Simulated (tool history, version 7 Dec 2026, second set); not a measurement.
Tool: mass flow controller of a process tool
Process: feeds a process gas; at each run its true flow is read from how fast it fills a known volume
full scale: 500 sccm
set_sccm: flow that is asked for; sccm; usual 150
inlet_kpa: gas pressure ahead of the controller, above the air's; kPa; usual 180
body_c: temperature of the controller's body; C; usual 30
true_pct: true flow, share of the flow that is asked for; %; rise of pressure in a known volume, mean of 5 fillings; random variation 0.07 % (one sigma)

{"run": 1, "day": 0.0, "set_sccm": 150, "inlet_kpa": 180, "body_c": 30, "true_pct": 99.22}
{"run": 2, "day": 7.571, "set_sccm": 150, "inlet_kpa": 180, "body_c": 30, "true_pct": 99.06}
{"run": 3, "day": 18.55, "set_sccm": 150, "inlet_kpa": 180, "body_c": 30, "true_pct": 99.07}
{"run": 4, "day": 27.533, "set_sccm": 150, "inlet_kpa": 180, "body_c": 30, "true_pct": 99.23}
{"run": 5, "day": 38.658, "set_sccm": 436, "inlet_kpa": 180, "body_c": 30, "true_pct": 99.96}
{"run": 6, "day": 48.488, "set_sccm": 150, "inlet_kpa": 180, "body_c": 27, "true_pct": 98.92}
{"run": 7, "day": 57.438, "set_sccm": 150, "inlet_kpa": 180, "body_c": 27, "true_pct": 98.8}
{"run": 8, "day": 69.146, "set_sccm": 150, "inlet_kpa": 180, "body_c": 27, "true_pct": 98.75}
{"run": 9, "day": 74.296, "set_sccm": 150, "inlet_kpa": 180, "body_c": 27, "true_pct": 98.77}
{"run": 10, "day": 80.933, "set_sccm": 150, "inlet_kpa": 180, "body_c": 30, "true_pct": 98.85}
{"run": 11, "day": 88.129, "set_sccm": 150, "inlet_kpa": 180, "body_c": 30, "true_pct": 98.73}
{"run": 12, "day": 94.462, "set_sccm": 150, "inlet_kpa": 180, "body_c": 30, "true_pct": 98.79}
{"run": 13, "day": 105.175, "set_sccm": 150, "inlet_kpa": 180, "body_c": 30, "true_pct": 98.73}
{"run": 14, "day": 115.175, "set_sccm": 150, "inlet_kpa": 180, "body_c": 30, "true_pct": 98.69}
{"run": 15, "day": 126.212, "set_sccm": 128, "inlet_kpa": 180, "body_c": 29, "true_pct": 98.62}
{"run": 16, "day": 137.271, "set_sccm": 471, "inlet_kpa": 257, "body_c": 29, "true_pct": 99.92}
{"day": 138.129, "done": "controller's zero set anew"}
{"run": 17, "day": 144.662, "set_sccm": 88, "inlet_kpa": 207, "body_c": 23, "true_pct": 97.5}
{"run": 18, "day": 153.371, "set_sccm": 155, "inlet_kpa": 180, "body_c": 32, "true_pct": 98.36}
{"run": 19, "day": 158.971, "set_sccm": 182, "inlet_kpa": 220, "body_c": 35, "true_pct": 98.76}
{"run": 20, "day": 164.092, "set_sccm": 92, "inlet_kpa": 180, "body_c": 40, "true_pct": 97.86}
{"run": 21, "day": 173.854, "set_sccm": 53, "inlet_kpa": 165, "body_c": 20, "true_pct": 96.32}
{"day": 175.929, "done": "controller's zero set anew, once more"}
{"run": 22, "day": 180.142, "set_sccm": 53, "inlet_kpa": 165, "body_c": 20, "true_pct": 97.82}
{"run": 23, "day": 188.842, "set_sccm": 53, "inlet_kpa": 165, "body_c": 20, "true_pct": 97.85}
{"run": 24, "day": 199.612, "set_sccm": 53, "inlet_kpa": 165, "body_c": 20, "true_pct": 97.82}
{"run": 25, "day": 210.575, "set_sccm": 53, "inlet_kpa": 165, "body_c": 20, "true_pct": 97.72}
{"run": 26, "day": 220.467, "set_sccm": 334, "inlet_kpa": 240, "body_c": 28, "true_pct": 99.37}
{"run": 27, "day": 228.429, "set_sccm": 334, "inlet_kpa": 240, "body_c": 28, "true_pct": 99.35}

Run 28 comes next. What will it give?
{"run": 28, "day": 237.612, "set_sccm": 150, "inlet_kpa": 161, "body_c": 37, "true_pct": "?"}

Run 28 gave true_pct 98.82 %.
Without the tool's hidden state the same run would have given true_pct 99.50 %.
